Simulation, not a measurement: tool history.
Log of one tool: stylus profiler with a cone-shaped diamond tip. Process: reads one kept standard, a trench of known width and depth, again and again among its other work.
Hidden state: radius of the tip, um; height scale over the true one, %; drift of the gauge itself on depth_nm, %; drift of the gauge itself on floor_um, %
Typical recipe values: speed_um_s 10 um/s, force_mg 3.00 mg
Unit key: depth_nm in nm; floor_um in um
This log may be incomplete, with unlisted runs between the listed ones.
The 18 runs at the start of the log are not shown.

run,hour,speed_um_s,force_mg,scans with this tip,hours of work since the height scale was calibrated,depth_nm,floor_um
19,332.1,10,3.00,5069,602,503.25,17.33
20,350.1,6,5.87,5141,610,505.10,17.32
21,364.7,11,3.00,5199,617,502.92,17.37
22,380.5,11,3.00,5262,625,503.08,17.34
23,404.9,14,1.29,5359,636,501.88,17.35
24,430.2,39,2.26,5461,648,502.63,17.25
25,455.9,39,2.26,5563,661,502.59,17.26
26,466.9,39,2.26,5607,666,502.86,17.25
27,487.4,39,2.26,5689,676,502.69,17.30
28,511.3,39,2.26,5784,687,502.42,17.30
29,526.9,8,3.43,5847,694,503.52,17.35
30,548.1,8,3.43,5931,704,503.37,17.35
31,566.5,8,3.43,6005,713,503.54,17.36
32,578.8,21,1.07,6054,719,501.66,17.26
33,603.2,12,1.91,6152,731,502.49,17.31
34,628.8,2,1.02,6254,743,501.56,17.34
35,646.5,2,1.45,6324,751,501.88,17.34
36,658.0,10,6.95,6371,757,505.48,17.32
37,672.4,39,2.52,6428,763,502.80,17.30

Here are 5 independent what-if runs from the current tool condition. What would each one return?
A,693.7,17,3.29,6513,773,?,?
B,693.7,7,2.00,6513,773,?,?
C,693.7,10,7.24,6513,773,?,?
D,693.7,2,6.62,6513,773,?,?
E,693.7,13,3.94,6513,773,?,?

run,depth_nm,floor_um
A,503.55,17.29
B,502.35,17.32
C,505.61,17.33
D,505.46,17.38
E,504.02,17.36
Without the tool's hidden state the same runs would have given:
run,depth_nm,floor_um
A,503.56,17.30
B,502.36,17.33
C,505.62,17.34
D,505.47,17.39
E,504.03,17.37

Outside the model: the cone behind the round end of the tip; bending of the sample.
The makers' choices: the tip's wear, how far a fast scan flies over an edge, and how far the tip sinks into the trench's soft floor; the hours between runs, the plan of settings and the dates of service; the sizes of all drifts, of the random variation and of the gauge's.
